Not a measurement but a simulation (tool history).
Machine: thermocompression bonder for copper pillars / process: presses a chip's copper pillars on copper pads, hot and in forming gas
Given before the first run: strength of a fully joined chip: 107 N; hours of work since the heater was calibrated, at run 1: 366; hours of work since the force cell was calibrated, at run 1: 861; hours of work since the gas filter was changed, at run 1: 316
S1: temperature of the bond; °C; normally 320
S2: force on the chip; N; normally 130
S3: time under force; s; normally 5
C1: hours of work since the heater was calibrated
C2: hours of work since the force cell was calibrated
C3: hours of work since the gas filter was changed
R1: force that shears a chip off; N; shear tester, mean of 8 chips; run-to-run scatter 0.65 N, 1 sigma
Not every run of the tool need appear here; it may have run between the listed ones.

| run | hour | S1 | S2 | S3 | C1 | C2 | C3 | R1 |
|---|---|---|---|---|---|---|---|---|
| 1 | 0.0 | 320 | 130 | 5 | 366 | 861 | 316 | 54.2 |
| 2 | 20.3 | 320 | 130 | 5 | 376 | 871 | 326 | 53.7 |
| 3 | 38.1 | 320 | 190 | 5 | 385 | 880 | 335 | 69.6 |
| 4 | 50.6 | 320 | 190 | 5 | 392 | 886 | 342 | 70.8 |
| 5 | 70.1 | 320 | 107 | 5 | 402 | 896 | 352 | 45.7 |
| 6 | 84.6 | 320 | 107 | 5 | 409 | 904 | 359 | 46.4 |
| 7 | 95.3 | 320 | 130 | 5 | 414 | 909 | 365 | 55.0 |
|  | 98.4 | force cell calibrated |
| 8 | 111.2 | 320 | 130 | 5 | 422 | 7 | 372 | 53.7 |
| 9 | 126.5 | 320 | 130 | 5 | 430 | 14 | 380 | 52.2 |
|  | 135.0 | force cell calibrated, once more |
| 10 | 145.9 | 320 | 130 | 5 | 439 | 6 | 389 | 57.3 |
|  | 148.4 | forming gas filter changed |
| 11 | 157.8 | 320 | 168 | 5 | 445 | 11 | 5 | 72.2 |
| 12 | 174.7 | 320 | 168 | 5 | 453 | 20 | 13 | 71.6 |
| 13 | 192.7 | 320 | 130 | 8 | 462 | 29 | 23 | 67.5 |
| 14 | 214.5 | 305 | 120 | 6 | 473 | 40 | 34 | 49.3 |
| 15 | 234.1 | 305 | 120 | 6 | 483 | 50 | 44 | 48.8 |
| 16 | 249.4 | 305 | 95 | 6 | 491 | 58 | 51 | 40.8 |
| 17 | 273.7 | 305 | 95 | 6 | 504 | 70 | 64 | 39.7 |
| 18 | 292.8 | 305 | 95 | 6 | 513 | 80 | 74 | 40.5 |
| 19 | 316.0 | 305 | 95 | 6 | 525 | 92 | 85 | 41.2 |
| 20 | 329.5 | 305 | 95 | 6 | 532 | 99 | 92 | 39.5 |
| 21 | 350.5 | 305 | 130 | 9 | 543 | 110 | 103 | 60.3 |

Forecast each of these 5 alternatives for the next run:
| A | 370.3 | 331 | 81 | 9 | 553 | 120 | 113 | ? |
| B | 370.3 | 340 | 130 | 5 | 553 | 120 | 113 | ? |
| C | 370.3 | 339 | 130 | 5 | 553 | 120 | 113 | ? |
| D | 370.3 | 336 | 130 | 15 | 553 | 120 | 113 | ? |
| E | 370.3 | 308 | 90 | 3 | 553 | 120 | 113 | ? |

| run | R1 |
|---|---|
| A | 56.3 |
| B | 71.5 |
| C | 71.7 |
| D | 86.9 |
| E | 30.9 |
With no hidden state in the tool, these same runs would have given:
| run | R1 |
|---|---|
| A | 54.9 |
| B | 70.3 |
| C | 70.4 |
| D | 86.3 |
| E | 29.7 |

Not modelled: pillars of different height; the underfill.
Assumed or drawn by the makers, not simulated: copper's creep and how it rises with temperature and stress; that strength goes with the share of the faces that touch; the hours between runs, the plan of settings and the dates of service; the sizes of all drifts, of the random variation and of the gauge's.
